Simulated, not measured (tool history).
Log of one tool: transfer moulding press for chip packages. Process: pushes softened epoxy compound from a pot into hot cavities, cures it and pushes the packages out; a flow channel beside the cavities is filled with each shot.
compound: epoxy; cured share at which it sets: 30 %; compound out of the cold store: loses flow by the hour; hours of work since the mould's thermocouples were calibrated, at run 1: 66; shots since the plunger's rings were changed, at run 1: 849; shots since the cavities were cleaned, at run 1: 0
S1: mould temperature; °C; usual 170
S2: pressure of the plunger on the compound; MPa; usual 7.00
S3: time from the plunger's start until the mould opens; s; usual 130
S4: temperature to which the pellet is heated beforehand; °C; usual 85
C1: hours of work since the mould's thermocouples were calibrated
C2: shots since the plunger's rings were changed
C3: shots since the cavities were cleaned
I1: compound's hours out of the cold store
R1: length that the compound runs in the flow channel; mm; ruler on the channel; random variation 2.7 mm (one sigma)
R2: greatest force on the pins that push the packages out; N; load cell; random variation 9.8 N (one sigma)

{"run": 1, "day": 0.0, "S1": 170, "S2": 7.0, "S3": 130, "S4": 85, "C1": 66, "C2": 849, "C3": 0, "I1": 22.0, "R1": 805, "R2": 456}
{"run": 2, "day": 0.525, "S1": 169, "S2": 7.0, "S3": 130, "S4": 85, "C1": 71, "C2": 932, "C3": 83, "I1": 22.9, "R1": 808, "R2": 491}
{"run": 3, "day": 1.058, "S1": 169, "S2": 7.0, "S3": 130, "S4": 85, "C1": 77, "C2": 1016, "C3": 167, "I1": 42.3, "R1": 762, "R2": 498}
{"run": 4, "day": 1.371, "S1": 169, "S2": 7.0, "S3": 130, "S4": 85, "C1": 80, "C2": 1065, "C3": 216, "I1": 29.4, "R1": 795, "R2": 562}
{"run": 5, "day": 1.7, "S1": 170, "S2": 5.33, "S3": 130, "S4": 85, "C1": 84, "C2": 1118, "C3": 269, "I1": 24.5, "R1": 693, "R2": 557}
{"run": 6, "day": 2.108, "S1": 170, "S2": 7.0, "S3": 130, "S4": 85, "C1": 88, "C2": 1182, "C3": 333, "I1": 17.6, "R1": 810, "R2": 535}
{"run": 7, "day": 2.546, "S1": 170, "S2": 7.0, "S3": 130, "S4": 85, "C1": 93, "C2": 1251, "C3": 402, "I1": 23.0, "R1": 796, "R2": 594}
{"day": 3.088, "done": "cavities cleaned with cleaning compound and waxed"}
{"run": 8, "day": 3.1, "S1": 170, "S2": 7.0, "S3": 130, "S4": 85, "C1": 98, "C2": 1329, "C3": 2, "I1": 19.0, "R1": 809, "R2": 439}
{"run": 9, "day": 3.408, "S1": 170, "S2": 7.0, "S3": 130, "S4": 85, "C1": 101, "C2": 1378, "C3": 51, "I1": 21.8, "R1": 799, "R2": 472}
{"run": 10, "day": 3.667, "S1": 174, "S2": 7.0, "S3": 130, "S4": 85, "C1": 104, "C2": 1419, "C3": 92, "I1": 27.6, "R1": 773, "R2": 462}
{"run": 11, "day": 4.017, "S1": 170, "S2": 7.0, "S3": 130, "S4": 85, "C1": 108, "C2": 1474, "C3": 147, "I1": 27.1, "R1": 793, "R2": 514}
{"run": 12, "day": 4.462, "S1": 170, "S2": 7.0, "S3": 130, "S4": 85, "C1": 113, "C2": 1545, "C3": 218, "I1": 32.3, "R1": 777, "R2": 537}
{"run": 13, "day": 4.904, "S1": 170, "S2": 7.0, "S3": 130, "S4": 85, "C1": 117, "C2": 1614, "C3": 287, "I1": 27.3, "R1": 787, "R2": 542}
{"run": 14, "day": 5.421, "S1": 170, "S2": 7.0, "S3": 130, "S4": 85, "C1": 123, "C2": 1696, "C3": 369, "I1": 34.9, "R1": 773, "R2": 555}
{"run": 15, "day": 5.8, "S1": 170, "S2": 7.0, "S3": 130, "S4": 85, "C1": 127, "C2": 1756, "C3": 429, "I1": 35.0, "R1": 771, "R2": 605}
{"day": 6.167, "done": "cavities cleaned with cleaning compound and waxed"}
{"run": 16, "day": 6.304, "S1": 178, "S2": 7.0, "S3": 148, "S4": 85, "C1": 132, "C2": 1826, "C3": 22, "I1": 39.3, "R1": 740, "R2": 431}
{"run": 17, "day": 6.825, "S1": 176, "S2": 6.19, "S3": 130, "S4": 92, "C1": 137, "C2": 1908, "C3": 104, "I1": 21.1, "R1": 734, "R2": 459}
{"run": 18, "day": 7.379, "S1": 176, "S2": 6.19, "S3": 130, "S4": 92, "C1": 143, "C2": 1995, "C3": 191, "I1": 17.2, "R1": 738, "R2": 502}
{"run": 19, "day": 7.838, "S1": 175, "S2": 5.2, "S3": 130, "S4": 85, "C1": 148, "C2": 2068, "C3": 264, "I1": 46.4, "R1": 631, "R2": 513}
{"run": 20, "day": 8.196, "S1": 170, "S2": 5.39, "S3": 130, "S4": 91, "C1": 152, "C2": 2125, "C3": 321, "I1": 22.1, "R1": 700, "R2": 561}
{"run": 21, "day": 8.533, "S1": 170, "S2": 5.39, "S3": 130, "S4": 91, "C1": 156, "C2": 2178, "C3": 374, "I1": 29.2, "R1": 685, "R2": 587}
{"run": 22, "day": 8.817, "S1": 170, "S2": 5.39, "S3": 130, "S4": 91, "C1": 159, "C2": 2223, "C3": 419, "I1": 10.6, "R1": 720, "R2": 593}
{"day": 9.233, "done": "cavities cleaned with cleaning compound and waxed"}
{"run": 23, "day": 9.371, "S1": 170, "S2": 7.0, "S3": 166, "S4": 78, "C1": 164, "C2": 2300, "C3": 21, "I1": 9.0, "R1": 829, "R2": 429}
{"run": 24, "day": 9.738, "S1": 173, "S2": 7.58, "S3": 166, "S4": 82, "C1": 168, "C2": 2358, "C3": 79, "I1": 12.9, "R1": 839, "R2": 465}
{"run": 25, "day": 10.108, "S1": 173, "S2": 5.8, "S3": 166, "S4": 82, "C1": 172, "C2": 2417, "C3": 138, "I1": 20.4, "R1": 718, "R2": 496}
{"run": 26, "day": 10.604, "S1": 172, "S2": 7.0, "S3": 143, "S4": 85, "C1": 177, "C2": 2495, "C3": 216, "I1": 45.9, "R1": 737, "R2": 486}
{"run": 27, "day": 10.896, "S1": 175, "S2": 8.5, "S3": 143, "S4": 83, "C1": 180, "C2": 2541, "C3": 262, "I1": 29.7, "R1": 837, "R2": 505}
{"run": 28, "day": 11.433, "S1": 175, "S2": 5.39, "S3": 113, "S4": 77, "C1": 186, "C2": 2626, "C3": 347, "I1": 34.3, "R1": 657, "R2": 592}
{"run": 29, "day": 11.871, "S1": 165, "S2": 7.0, "S3": 130, "S4": 76, "C1": 191, "C2": 2695, "C3": 416, "I1": 45.5, "R1": 760, "R2": 698}
{"day": 12.325, "done": "cavities cleaned with cleaning compound and waxed"}
{"run": 30, "day": 12.412, "S1": 165, "S2": 7.0, "S3": 130, "S4": 76, "C1": 196, "C2": 2771, "C3": 14, "I1": 10.1, "R1": 839, "R2": 565}

3 ways to go on from here, each from the tool as it stands after run 30. What would each give?
{"run": "A", "day": 12.929, "S1": 165, "S2": 6.75, "S3": 164, "S4": 76, "C1": 201, "C2": 2853, "C3": 96, "I1": 43.4, "R1": "?", "R2": "?"}
{"run": "B", "day": 12.929, "S1": 170, "S2": 7.86, "S3": 130, "S4": 85, "C1": 201, "C2": 2853, "C3": 96, "I1": 36.2, "R1": "?", "R2": "?"}
{"run": "C", "day": 12.929, "S1": 165, "S2": 5.98, "S3": 130, "S4": 91, "C1": 201, "C2": 2853, "C3": 96, "I1": 21.6, "R1": "?", "R2": "?"}

run=A R1=744 R2=483
run=B R1=804 R2=505
run=C R1=749 R2=599
Without the tool's hidden state the same runs would have given:
run=A R1=764 R2=436
run=B R1=825 R2=454
run=C R1=768 R2=534
